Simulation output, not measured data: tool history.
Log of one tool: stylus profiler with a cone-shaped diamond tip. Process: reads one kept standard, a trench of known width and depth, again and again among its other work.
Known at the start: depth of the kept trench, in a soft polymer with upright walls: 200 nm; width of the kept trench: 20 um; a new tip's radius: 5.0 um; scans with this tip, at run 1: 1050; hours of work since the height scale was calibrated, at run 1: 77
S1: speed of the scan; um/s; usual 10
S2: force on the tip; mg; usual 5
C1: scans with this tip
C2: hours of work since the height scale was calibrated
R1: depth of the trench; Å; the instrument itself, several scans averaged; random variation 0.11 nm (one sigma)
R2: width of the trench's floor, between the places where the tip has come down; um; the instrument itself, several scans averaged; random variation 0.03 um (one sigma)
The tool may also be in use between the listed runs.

run,hour,S1,S2,C1,C2,R1,R2
1,0,10,5,1050,77,2023.5,17.1
2,14.9,10,14.17,1184,87,2046.5,17.09
3,33.6,10,14.17,1352,99,2046.1,17.05
4,49.5,29,5,1495,110,2024.3,17.05
5,61.1,29,5,1599,118,2025.6,17.06
6,89.5,10,1.9,1853,136,2013.6,17.05
7,115.3,10,1.9,2085,153,2012.6,17.1
8,138.7,10,5.93,2295,169,2028.3,17.03
9,158.4,7,2.9,2472,182,2016.6,17.02
10,183.2,6,4.31,2695,198,2021.7,16.98
11,202.2,6,5.18,2866,211,2025.4,16.97
12,229.4,6,5.18,3109,229,2025.2,16.96
13,254.6,5,9.3,3336,245,2037.8,17.01
14,271.9,5,9.3,3491,257,2036.7,17.04

Forecast each of these 4 alternatives for the next run:
A,299.1,2,13.6,3736,275,?,?
B,299.1,10,3.34,3736,275,?,?
C,299.1,40,5.45,3736,275,?,?
D,299.1,16,2.51,3736,275,?,?

run,R1,R2
A,2046.7,16.94
B,2019,16.93
C,2027.2,16.89
D,2015.8,16.89
Without the tool's hidden state the same runs would have given:
run,R1,R2
A,2044.9,17.19
B,2017.2,17.17
C,2025.4,17.14
D,2014,17.14
